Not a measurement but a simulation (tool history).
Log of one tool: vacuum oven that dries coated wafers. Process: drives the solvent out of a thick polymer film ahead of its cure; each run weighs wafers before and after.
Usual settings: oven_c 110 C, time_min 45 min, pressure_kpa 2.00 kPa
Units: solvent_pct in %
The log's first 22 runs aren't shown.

run     day  oven_c  time_min  pressure_kpa  hours of work since the thermocouples were calibrated  hours of work since the vacuum gauge was cleaned of residue  solvent_pct
 23  12.150     102        74          5.31                                                     35                                                          394         5.32
 24  12.512     107        74          1.45                                                     39                                                          398         1.83
 25  13.046     102        29          3.83                                                     45                                                          404         7.23
 26  13.558     102        29          3.83                                                     51                                                          410         7.27
 27  14.004     102        29          3.83                                                     56                                                          416         7.28
 28  14.600     121        63          6.07                                                     63                                                          422         2.37
 29  15.017     121        63          6.07                                                     68                                                          427         2.42
 30  15.546     121        63          6.07                                                     74                                                          433         2.38
 31  15.858     119        76          3.67                                                     78                                                          437         1.60

4 ways to go on from here, each from the tool as it stands after run 31. What would each give?
  A  16.588     119        38          3.67                                                     86                                                          446            ?
  B  16.588     119        37          3.67                                                     86                                                          446            ?
  C  16.588     102        71          3.91                                                     86                                                          446            ?
  D  16.588     107        31          4.77                                                     86                                                          446            ?

run  solvent_pct
  A         2.17
  B         2.18
  C         4.58
  D         6.00
Without the tool's hidden state the same runs would have given:
run  solvent_pct
  A         2.06
  B         2.06
  C         4.39
  D         5.83

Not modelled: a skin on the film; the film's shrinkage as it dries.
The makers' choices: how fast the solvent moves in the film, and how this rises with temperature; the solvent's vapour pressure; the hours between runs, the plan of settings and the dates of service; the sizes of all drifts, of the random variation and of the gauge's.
